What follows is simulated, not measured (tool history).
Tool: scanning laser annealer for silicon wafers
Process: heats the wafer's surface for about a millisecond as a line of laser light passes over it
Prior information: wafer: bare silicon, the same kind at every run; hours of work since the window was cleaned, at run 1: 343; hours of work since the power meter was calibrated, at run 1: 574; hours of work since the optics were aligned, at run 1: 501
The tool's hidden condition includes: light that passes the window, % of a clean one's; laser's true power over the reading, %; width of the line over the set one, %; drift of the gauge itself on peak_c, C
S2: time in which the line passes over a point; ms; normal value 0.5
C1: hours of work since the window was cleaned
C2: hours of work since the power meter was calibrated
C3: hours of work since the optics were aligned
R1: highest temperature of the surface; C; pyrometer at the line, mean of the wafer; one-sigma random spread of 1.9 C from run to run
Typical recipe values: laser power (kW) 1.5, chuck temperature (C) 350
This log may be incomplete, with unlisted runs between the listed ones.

run 1 hour=0 | laser_power_(kW)=1.5 S2=0.5 chuck_temperature_(C)=350 | C1=343 C2=574 C3=501 | R1=1129
run 2 hour=27 | laser_power_(kW)=1.5 S2=0.5 chuck_temperature_(C)=350 | C1=360 C2=591 C3=517 | R1=1129
run 3 hour=69.2 | laser_power_(kW)=1.5 S2=0.5 chuck_temperature_(C)=350 | C1=386 C2=617 C3=544 | R1=1132
run 4 hour=89.3 | laser_power_(kW)=1.5 S2=0.5 chuck_temperature_(C)=350 | C1=399 C2=630 C3=556 | R1=1130
run 5 hour=115.8 | laser_power_(kW)=1.5 S2=0.5 chuck_temperature_(C)=350 | C1=415 C2=646 C3=573 | R1=1126
run 6 hour=137.4 | laser_power_(kW)=1.5 S2=0.5 chuck_temperature_(C)=350 | C1=428 C2=660 C3=586 | R1=1130
run 7 hour=177.5 | laser_power_(kW)=1.5 S2=0.424 chuck_temperature_(C)=350 | C1=453 C2=685 C3=611 | R1=1060
run 8 hour=218.4 | laser_power_(kW)=1.5 S2=0.424 chuck_temperature_(C)=350 | C1=479 C2=710 C3=636 | R1=1057
run 9 hour=256.9 | laser_power_(kW)=1.5 S2=0.424 chuck_temperature_(C)=350 | C1=503 C2=734 C3=660 | R1=1053
run 10 hour=296.1 | laser_power_(kW)=1.5 S2=0.5 chuck_temperature_(C)=350 | C1=527 C2=758 C3=685 | R1=1117
run 11 hour=324.3 | laser_power_(kW)=1.5 S2=0.5 chuck_temperature_(C)=350 | C1=545 C2=776 C3=702 | R1=1115
run 12 hour=359.5 | laser_power_(kW)=1.5 S2=0.5 chuck_temperature_(C)=350 | C1=566 C2=798 C3=724 | R1=1114
run 13 hour=382.9 | laser_power_(kW)=1.5 S2=0.5 chuck_temperature_(C)=350 | C1=581 C2=812 C3=739 | R1=1117
run 14 hour=407.2 | laser_power_(kW)=1.5 S2=0.5 chuck_temperature_(C)=350 | C1=596 C2=827 C3=754 | R1=1116
run 15 hour=439.4 | laser_power_(kW)=1.5 S2=0.5 chuck_temperature_(C)=350 | C1=616 C2=847 C3=774 | R1=1113
run 16 hour=458.9 | laser_power_(kW)=1.5 S2=0.48 chuck_temperature_(C)=350 | C1=628 C2=860 C3=786 | R1=1095
run 17 hour=486.6 | laser_power_(kW)=1.5 S2=0.48 chuck_temperature_(C)=333 | C1=645 C2=877 C3=803 | R1=1079
-- hour=496.6 optics aligned, line set to its width
run 18 hour=510.9 | laser_power_(kW)=1.5 S2=0.48 chuck_temperature_(C)=333 | C1=657 C2=889 C3=9 | R1=1092
run 19 hour=541.8 | laser_power_(kW)=1.5 S2=0.48 chuck_temperature_(C)=333 | C1=677 C2=908 C3=28 | R1=1090
run 20 hour=563.7 | laser_power_(kW)=1.5 S2=0.48 chuck_temperature_(C)=333 | C1=690 C2=922 C3=42 | R1=1088
run 21 hour=607.1 | laser_power_(kW)=1.5 S2=0.48 chuck_temperature_(C)=333 | C1=717 C2=949 C3=69 | R1=1084
run 22 hour=641.9 | laser_power_(kW)=1.5 S2=0.451 chuck_temperature_(C)=369 | C1=739 C2=970 C3=90 | R1=1098
run 23 hour=673.2 | laser_power_(kW)=1.5 S2=0.451 chuck_temperature_(C)=369 | C1=758 C2=990 C3=110 | R1=1095
run 24 hour=704.2 | laser_power_(kW)=1.5 S2=0.451 chuck_temperature_(C)=369 | C1=778 C2=1009 C3=129 | R1=1096
run 25 hour=743.5 | laser_power_(kW)=1.435 S2=0.587 chuck_temperature_(C)=350 | C1=802 C2=1033 C3=153 | R1=1144
-- hour=775.1 window over the wafer cleaned
run 26 hour=784 | laser_power_(kW)=1.435 S2=0.407 chuck_temperature_(C)=322 | C1=6 C2=1057 C3=177 | R1=1005
run 27 hour=816.4 | laser_power_(kW)=1.479 S2=0.436 chuck_temperature_(C)=359 | C1=26 C2=1077 C3=198 | R1=1091
run 28 hour=846 | laser_power_(kW)=1.479 S2=0.436 chuck_temperature_(C)=351 | C1=44 C2=1096 C3=216 | R1=1081
run 29 hour=881.7 | laser_power_(kW)=1.479 S2=0.436 chuck_temperature_(C)=351 | C1=66 C2=1118 C3=238 | R1=1080
run 30 hour=926.1 | laser_power_(kW)=1.386 S2=0.546 chuck_temperature_(C)=350 | C1=94 C2=1146 C3=266 | R1=1114
run 31 hour=955.7 | laser_power_(kW)=1.386 S2=0.546 chuck_temperature_(C)=350 | C1=112 C2=1164 C3=284 | R1=1117
run 32 hour=986.5 | laser_power_(kW)=1.341 S2=0.374 chuck_temperature_(C)=362 | C1=131 C2=1183 C3=303 | R1=966
run 33 hour=1007.1 | laser_power_(kW)=1.341 S2=0.374 chuck_temperature_(C)=362 | C1=144 C2=1196 C3=316 | R1=958
run 34 hour=1045.4 | laser_power_(kW)=1.279 S2=0.5 chuck_temperature_(C)=350 | C1=168 C2=1220 C3=340 | R1=1017
run 35 hour=1081.7 | laser_power_(kW)=1.392 S2=0.5 chuck_temperature_(C)=385 | C1=191 C2=1242 C3=362 | R1=1113
run 36 hour=1115 | laser_power_(kW)=1.48 S2=0.607 chuck_temperature_(C)=377 | C1=211 C2=1263 C3=383 | R1=1233
run 37 hour=1150.7 | laser_power_(kW)=1.48 S2=0.607 chuck_temperature_(C)=377 | C1=233 C2=1285 C3=405 | R1=1230
run 38 hour=1186.9 | laser_power_(kW)=1.52 S2=0.533 chuck_temperature_(C)=370 | C1=256 C2=1308 C3=428 | R1=1191
run 39 hour=1231.4 | laser_power_(kW)=1.635 S2=0.589 chuck_temperature_(C)=339 | C1=284 C2=1335 C3=455 | R1=1268
run 40 hour=1250.6 | laser_power_(kW)=1.362 S2=0.584 chuck_temperature_(C)=339 | C1=296 C2=1347 C3=467 | R1=1104

4 ways to go on from here, each from the tool as it stands after run 40. What would each give?
run A hour=1290.5 | laser_power_(kW)=1.5 S2=0.5 chuck_temperature_(C)=339 | C1=320 C2=1372 C3=492 | R1=?
run B hour=1290.5 | laser_power_(kW)=1.637 S2=0.522 chuck_temperature_(C)=363 | C1=320 C2=1372 C3=492 | R1=?
run C hour=1290.5 | laser_power_(kW)=1.342 S2=0.444 chuck_temperature_(C)=367 | C1=320 C2=1372 C3=492 | R1=?
run D hour=1290.5 | laser_power_(kW)=1.362 S2=0.501 chuck_temperature_(C)=338 | C1=320 C2=1372 C3=492 | R1=?

run=A R1=1116
run=B R1=1233
run=C R1=1017
run=D R1=1041
With no hidden state in the tool, these same runs would have given:
run=A R1=1154
run=B R1=1276
run=C R1=1049
run=D R1=1075
